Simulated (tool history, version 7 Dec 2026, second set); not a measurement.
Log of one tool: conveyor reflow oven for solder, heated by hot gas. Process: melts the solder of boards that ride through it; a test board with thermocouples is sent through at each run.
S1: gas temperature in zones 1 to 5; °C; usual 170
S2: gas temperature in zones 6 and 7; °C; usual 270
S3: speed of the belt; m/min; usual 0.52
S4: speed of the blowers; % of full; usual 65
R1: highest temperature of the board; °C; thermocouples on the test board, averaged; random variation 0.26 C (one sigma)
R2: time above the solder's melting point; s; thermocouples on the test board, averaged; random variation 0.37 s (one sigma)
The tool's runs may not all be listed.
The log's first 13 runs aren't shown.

Run 14, day 12.112: usual settings. Result: R1 254.5 °C, R2 61.1 s.
Run 15, day 12.696: usual settings. Result: R1 254.1 °C, R2 60.5 s.
At day 13.483: flux residue cleaned out of gas plates and filters, once more.
Run 16, day 14.054: usual settings. Result: R1 255.7 °C, R2 62.3 s.
Run 17, day 14.717: usual settings. Result: R1 255.4 °C, R2 62.6 s.
Run 18, day 15.292: usual settings. Result: R1 255.3 °C, R2 62.5 s.
Run 19, day 16.454: usual settings. Result: R1 255.4 °C, R2 61.5 s.
Run 20, day 17.142: usual settings. Result: R1 255.8 °C, R2 62.7 s.
Run 21, day 18.021: usual settings but S4 53 % of full. Result: R1 251.7 °C, R2 58.1 s.
Run 22, day 18.579: usual settings but S4 53 % of full. Result: R1 251.1 °C, R2 58 s.
Run 23, day 19.154: usual settings but S2 262 °C, S4 81 % of full. Result: R1 252.5 °C, R2 61.2 s.
Run 24, day 19.858: usual settings but S2 262 °C, S4 81 % of full. Result: R1 252.5 °C, R2 60.8 s.
Run 25, day 21.179: usual settings but S2 262 °C, S4 81 % of full. Result: R1 252.8 °C, R2 60.6 s.
Run 26, day 21.908: usual settings but S1 173 °C, S3 0.554 m/min. Result: R1 254.1 °C, R2 58 s.
Run 27, day 23.217: usual settings but S1 173 °C, S3 0.54 m/min. Result: R1 254.6 °C, R2 59.8 s.
Run 28, day 23.779: usual settings but S1 173 °C, S3 0.54 m/min. Result: R1 254.4 °C, R2 60.5 s.
Run 29, day 24.342: usual settings but S1 173 °C, S3 0.54 m/min. Result: R1 254.5 °C, R2 60.2 s.
Run 30, day 25.342: usual settings but S1 173 °C, S3 0.54 m/min. Result: R1 254.9 °C, R2 59.6 s.
Run 31, day 26.179: usual settings but S1 176 °C, S2 282 °C, S3 0.498 m/min. Result: R1 268.4 °C, R2 75.7 s.

Forecast each of these 4 alternatives for the next run:
Run A, day 27.533: usual settings but S1 165 °C, S4 84 % of full. Result: R1 ?, R2 ?.
Run B, day 27.533: usual settings but S1 160 °C, S2 282 °C, S3 0.548 m/min, S4 73 % of full. Result: R1 ?, R2 ?.
Run C, day 27.533: usual settings but S1 156 °C, S2 283 °C, S3 0.535 m/min. Result: R1 ?, R2 ?.
Run D, day 27.533: usual settings but S1 176 °C, S2 282 °C, S3 0.498 m/min, S4 78 % of full. Result: R1 ?, R2 ?.

run     R1    R2
  A  259.7  64.5
  B  265.5  61.5
  C  263.7  60.7
  D  271.1    77
Without the tool's hidden state the same runs would have given:
run     R1    R2
  A  259.3  63.9
  B  265.3  60.9
  C  263.4    60
  D  270.6    76

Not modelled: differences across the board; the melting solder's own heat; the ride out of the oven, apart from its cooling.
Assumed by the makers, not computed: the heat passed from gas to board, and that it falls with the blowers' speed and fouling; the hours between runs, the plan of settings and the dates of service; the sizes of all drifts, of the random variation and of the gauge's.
